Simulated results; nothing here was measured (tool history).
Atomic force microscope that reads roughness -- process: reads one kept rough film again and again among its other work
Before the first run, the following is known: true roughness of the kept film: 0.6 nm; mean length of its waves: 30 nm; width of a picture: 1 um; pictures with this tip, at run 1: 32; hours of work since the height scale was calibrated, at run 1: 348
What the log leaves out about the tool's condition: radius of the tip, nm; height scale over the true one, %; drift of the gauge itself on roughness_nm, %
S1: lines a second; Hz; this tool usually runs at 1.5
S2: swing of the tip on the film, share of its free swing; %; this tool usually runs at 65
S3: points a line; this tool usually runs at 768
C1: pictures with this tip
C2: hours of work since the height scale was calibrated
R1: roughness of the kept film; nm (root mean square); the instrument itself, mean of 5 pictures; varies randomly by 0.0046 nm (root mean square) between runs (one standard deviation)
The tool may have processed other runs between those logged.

run    hour    S1  S2    S3   C1   C2     R1
  1       0   1.5  65   768   32  348  0.577
  2    67.3   1.5  75   768  120  378  0.565
  3   119.9   1.5  75   768  190  402   0.56
  4   181.7   1.5  75   768  271  431  0.544
      215.7  -- new tip fitted
  5   249.3   1.5  75   690   44  461  0.555
  6   286.7   1.5  75   690   94  478  0.557
  7   348.1  0.62  65   768  174  506  0.575
  8   386.4  0.62  65   768  225  524   0.56
      390.2  -- height scale calibrated on a step standard
  9   426.6  1.64  65   768  277   17  0.566
      455.6  -- new tip fitted
 10   476.7  1.64  65   768   28   39  0.568
 11   533.7  3.64  65   768  103   65  0.544
 12   576.2  3.64  65   768  159   85  0.542
      596.5  -- height scale calibrated on a step standard, once more
 13     630  0.56  65   768  228   15  0.566
 14   670.1   1.5  65   768  281   34  0.561
        697  -- new tip fitted
 15   700.5  3.51  60   291    5   47  0.563
 16     749  0.74  86   564   69   69  0.553
 17   779.1  0.74  86   564  108   83   0.56
 18   841.8  0.74  86   564  191  112  0.555
 19   874.1  2.45  63   298  233  126  0.557
 20   916.9  2.42  88   298  290  146  0.498
      935.3  -- new tip fitted
 21   952.7  1.29  66   318   23  162  0.566
 22   999.9  1.32  86   318   85  184  0.543
 23  1035.6  1.32  86   318  132  200  0.538
 24  1066.6  1.45  73   263  173  214  0.545
 25  1110.9  1.16  60  1008  231  234  0.566
 26  1161.4  1.16  60  1008  298  257  0.567
     1177.2  -- new tip fitted
 27  1194.2   2.5  65   818   22  272  0.567
 28  1254.9   1.5  79   768  102  300  0.549

3 options for the next run, each taken on its own from the tool as it stands now. Forecast them:
  A  1284.4  3.22  58  325  141  313   ?
  B  1284.4   3.4  67  348  141  313   ?
  C  1284.4  0.64  58  376  141  313   ?

run     R1
  A  0.556
  B  0.535
  C  0.573
Had the tool no hidden state, the same runs would have come out as:
run     R1
  A  0.566
  B  0.545
  C  0.584

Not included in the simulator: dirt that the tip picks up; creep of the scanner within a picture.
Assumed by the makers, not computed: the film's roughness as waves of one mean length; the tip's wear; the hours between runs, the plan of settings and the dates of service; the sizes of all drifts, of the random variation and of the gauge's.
